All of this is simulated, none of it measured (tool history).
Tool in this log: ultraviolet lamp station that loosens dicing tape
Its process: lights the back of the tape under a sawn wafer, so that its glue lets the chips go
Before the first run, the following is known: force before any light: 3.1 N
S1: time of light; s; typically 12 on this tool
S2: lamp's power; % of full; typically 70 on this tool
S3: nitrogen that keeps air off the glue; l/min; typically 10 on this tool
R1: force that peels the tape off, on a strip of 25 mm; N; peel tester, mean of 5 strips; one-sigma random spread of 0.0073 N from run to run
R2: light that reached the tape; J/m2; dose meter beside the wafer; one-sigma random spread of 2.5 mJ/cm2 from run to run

| run | day | S1 | S2 | S3 | R1 | R2 |
|---|---|---|---|---|---|---|
| 1 | 0 | 12 | 70 | 10 | 0.362 | 2740 |
| 2 | 0.892 | 12 | 70 | 10 | 0.353 | 2700 |
| 3 | 1.642 | 12 | 70 | 10 | 0.364 | 2670 |
| 4 | 2.408 | 12 | 70 | 10 | 0.382 | 2670 |
| 5 | 3.021 | 12 | 85 | 10 | 0.267 | 3170 |
| 6 | 4.171 | 22 | 70 | 10 | 0.132 | 4710 |
| 7 | 5.604 | 22 | 70 | 10 | 0.151 | 4640 |
| 8 | 6.617 | 22 | 72 | 10 | 0.152 | 4640 |
| 9 | 7.638 | 12 | 70 | 11 | 0.404 | 2460 |
| 10 | 8.412 | 12 | 70 | 11 | 0.393 | 2410 |
| 11 | 9.129 | 12 | 70 | 11 | 0.418 | 2370 |
| 12 | 10.112 | 12 | 70 | 11 | 0.416 | 2360 |
| 13 | 10.938 | 12 | 70 | 11 | 0.429 | 2290 |
|  | 11.075 | window cleaned of glue's vapour |
| 14 | 12.358 | 12 | 81 | 11 | 0.384 | 2490 |
| 15 | 13.242 | 12 | 90 | 10 | 0.351 | 2710 |
| 16 | 14.221 | 12 | 90 | 10 | 0.365 | 2700 |
| 17 | 15.512 | 12 | 85 | 10 | 0.412 | 2440 |
| 18 | 16.221 | 12 | 85 | 10 | 0.43 | 2460 |
|  | 16.596 | window cleaned of glue's vapour, once more |
| 19 | 17.092 | 12 | 85 | 10 | 0.283 | 3080 |
| 20 | 18.5 | 16 | 61 | 10 | 0.315 | 2900 |
| 21 | 19.708 | 16 | 61 | 10 | 0.328 | 2860 |
| 22 | 20.812 | 8 | 68 | 3 | 1.402 | 1530 |
| 23 | 22.042 | 17 | 83 | 5 | 0.302 | 4010 |
| 24 | 22.896 | 12 | 70 | 11 | 0.418 | 2340 |
| 25 | 23.912 | 12 | 70 | 11 | 0.44 | 2310 |
| 26 | 24.996 | 7 | 87 | 11 | 0.72 | 1640 |
| 27 | 26.133 | 7 | 87 | 11 | 0.752 | 1640 |
| 28 | 27.383 | 7 | 87 | 11 | 0.728 | 1560 |
| 29 | 28.55 | 7 | 87 | 11 | 0.764 | 1570 |
| 30 | 29.325 | 7 | 87 | 11 | 0.765 | 1560 |
| 31 | 30.217 | 9 | 87 | 10 | 0.611 | 1930 |
| 32 | 30.875 | 10 | 70 | 13 | 0.624 | 1710 |
| 33 | 31.717 | 10 | 70 | 13 | 0.628 | 1690 |

Consider 4 possible next runs. They are alternatives, not a sequence: every one starts from the tool as it was left by run 33. What does each give?
| A | 32.5 | 9 | 71 | 6 | ? | ? |
| B | 32.5 | 9 | 70 | 10 | ? | ? |
| C | 32.5 | 14 | 70 | 12 | ? | ? |
| D | 32.5 | 12 | 80 | 9 | ? | ? |

| run | R1 | R2 |
|---|---|---|
| A | 1.094 | 1530 |
| B | 0.854 | 1540 |
| C | 0.399 | 2310 |
| D | 0.493 | 2270 |
The same runs, with their run-to-run variation unchanged, on a tool lacking any hidden condition would have given:
| run | R1 | R2 |
|---|---|---|
| A | 0.626 | 2400 |
| B | 0.449 | 2400 |
| C | 0.184 | 3640 |
| D | 0.22 | 3570 |
